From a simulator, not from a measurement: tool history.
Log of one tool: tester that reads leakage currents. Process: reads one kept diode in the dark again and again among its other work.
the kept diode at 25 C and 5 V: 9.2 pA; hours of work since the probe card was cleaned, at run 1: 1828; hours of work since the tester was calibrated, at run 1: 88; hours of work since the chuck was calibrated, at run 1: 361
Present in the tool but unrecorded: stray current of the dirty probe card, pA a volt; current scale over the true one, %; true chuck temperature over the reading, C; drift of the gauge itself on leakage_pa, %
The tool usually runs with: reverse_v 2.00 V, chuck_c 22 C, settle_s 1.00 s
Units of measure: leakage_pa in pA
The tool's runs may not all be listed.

run,hour,reverse_v,chuck_c,settle_s,hours of work since the probe card was cleaned,hours of work since the tester was calibrated,hours of work since the chuck was calibrated,leakage_pa
1,0.0,2.00,22,1.00,1828,88,361,6.32
2,45.4,2.00,22,1.00,1852,113,385,6.42
3,85.3,2.00,22,1.00,1873,134,407,6.39
4,110.8,2.00,22,1.00,1887,147,420,6.38
5,155.8,2.00,22,1.00,1911,171,444,6.34
6,175.6,2.00,22,1.00,1921,182,455,6.44
7,214.7,2.00,22,1.00,1942,203,476,6.41
8,253.0,2.00,22,1.00,1962,223,496,6.34
9,294.9,2.00,22,1.00,1985,246,518,6.27
10,324.2,2.00,22,1.00,2000,261,534,6.41
11,357.6,2.00,22,1.00,2018,279,552,6.47
12,403.0,2.00,22,1.00,2042,303,576,6.47
13,435.6,2.00,22,1.00,2060,321,593,6.44
14,468.0,2.00,22,1.00,2077,338,611,6.44
15,499.1,2.00,22,1.00,2094,354,627,6.48
16,538.8,2.00,22,1.00,2115,376,648,6.44
17,578.0,2.00,22,1.00,2136,396,669,6.40
18,601.6,2.00,22,0.61,2148,409,682,6.64
19,630.3,2.00,22,0.61,2164,424,697,6.68
20,661.7,2.00,22,0.61,2180,441,714,6.69
# hour 666.0: chuck's temperature calibrated
21,705.3,2.00,22,0.61,2202,463,21,7.37

Run 22 has not been measured yet. What should we expect?
22,727.8,2.87,22,0.61,2214,475,33,?

{"run 22": {"leakage_pa": 9.38}}
Take away the tool's hidden state, keep the run-to-run variation as it was, and the same run would have given leakage_pa 6.35 pA.
